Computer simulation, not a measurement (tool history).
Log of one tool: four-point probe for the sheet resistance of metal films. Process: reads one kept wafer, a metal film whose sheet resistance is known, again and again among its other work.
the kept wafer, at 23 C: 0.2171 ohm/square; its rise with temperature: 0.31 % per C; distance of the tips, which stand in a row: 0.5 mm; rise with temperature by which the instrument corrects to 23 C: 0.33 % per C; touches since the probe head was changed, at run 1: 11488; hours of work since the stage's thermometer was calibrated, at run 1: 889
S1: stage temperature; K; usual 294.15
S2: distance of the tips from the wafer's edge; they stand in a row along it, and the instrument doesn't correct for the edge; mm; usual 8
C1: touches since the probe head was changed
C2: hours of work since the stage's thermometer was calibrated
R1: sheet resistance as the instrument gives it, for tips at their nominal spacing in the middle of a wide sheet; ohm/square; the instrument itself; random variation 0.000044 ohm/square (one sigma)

| run | hour | S1 | S2 | C1 | C2 | R1 |
|---|---|---|---|---|---|---|
| 1 | 0 | 294.15 | 8 | 11488 | 889 | 0.217741 |
| 2 | 19 | 302.15 | 8 | 11680 | 898 | 0.217224 |
| 3 | 38.4 | 302.15 | 11 | 11875 | 908 | 0.217041 |
| 4 | 62.7 | 302.15 | 11 | 12120 | 919 | 0.217009 |
| 5 | 79.3 | 302.15 | 11 | 12287 | 927 | 0.217084 |
| 6 | 107.9 | 301.15 | 8 | 12575 | 941 | 0.217333 |
| 7 | 135.7 | 292.15 | 8 | 12855 | 954 | 0.217796 |
| 8 | 163.3 | 299.15 | 8 | 13134 | 968 | 0.217372 |
| 9 | 180.5 | 294.15 | 8 | 13307 | 976 | 0.217688 |
| 10 | 208.4 | 294.15 | 8 | 13589 | 990 | 0.21773 |
| 11 | 232.1 | 294.15 | 8 | 13827 | 1001 | 0.217722 |
| 12 | 249.8 | 294.15 | 8 | 14005 | 1009 | 0.217694 |
| 13 | 272.8 | 294.15 | 8 | 14237 | 1021 | 0.217646 |
| 14 | 286.5 | 294.15 | 8 | 14376 | 1027 | 0.217692 |
| 15 | 317 | 304.15 | 8 | 14683 | 1042 | 0.217156 |
| 16 | 346 | 304.15 | 8 | 14975 | 1056 | 0.217059 |
| 17 | 367.8 | 292.15 | 8 | 15195 | 1066 | 0.217831 |
| 18 | 396.2 | 294.15 | 8 | 15481 | 1080 | 0.217665 |
| 19 | 409.1 | 294.15 | 8 | 15610 | 1086 | 0.217653 |
| 20 | 426.6 | 294.15 | 8 | 15786 | 1095 | 0.217633 |
| 21 | 454.5 | 295.15 | 74 | 16068 | 1108 | 0.217122 |
| 22 | 468.4 | 295.15 | 74 | 16208 | 1115 | 0.217103 |
| 23 | 489.3 | 295.15 | 74 | 16418 | 1125 | 0.217211 |
| 24 | 511.3 | 300.15 | 16 | 16640 | 1136 | 0.217029 |
| 25 | 525.9 | 301.15 | 9 | 16787 | 1143 | 0.217206 |
| 26 | 554.9 | 303.15 | 22 | 17080 | 1157 | 0.216736 |
| 27 | 572.8 | 301.15 | 12 | 17260 | 1165 | 0.216995 |
| 28 | 589.7 | 301.15 | 12 | 17430 | 1173 | 0.216942 |
| 29 | 602.9 | 301.15 | 12 | 17563 | 1180 | 0.217008 |
| 30 | 616.6 | 291.15 | 42 | 17701 | 1186 | 0.217327 |
| 31 | 635 | 302.15 | 3 | 17887 | 1195 | 0.220075 |
| 32 | 658.9 | 302.15 | 3 | 18127 | 1207 | 0.220014 |
| 33 | 682.4 | 302.15 | 3 | 18364 | 1218 | 0.219941 |
| 34 | 700.1 | 296.15 | 7 | 18543 | 1227 | 0.217685 |
| 35 | 712.7 | 296.15 | 7 | 18670 | 1233 | 0.217701 |

Forecast each of these 5 alternatives for the next run:
| A | 737.9 | 294.15 | 44 | 18923 | 1245 | ? |
| B | 737.9 | 294.15 | 7 | 18923 | 1245 | ? |
| C | 737.9 | 306.15 | 7 | 18923 | 1245 | ? |
| D | 737.9 | 292.15 | 52 | 18923 | 1245 | ? |
| E | 737.9 | 295.15 | 5 | 18923 | 1245 | ? |

| run | R1 |
|---|---|
| A | 0.217112 |
| B | 0.217819 |
| C | 0.217134 |
| D | 0.217336 |
| E | 0.218332 |
Without the tool's hidden state the same runs would have given:
| run | R1 |
|---|---|
| A | 0.217116 |
| B | 0.217824 |
| C | 0.217138 |
| D | 0.21734 |
| E | 0.218336 |
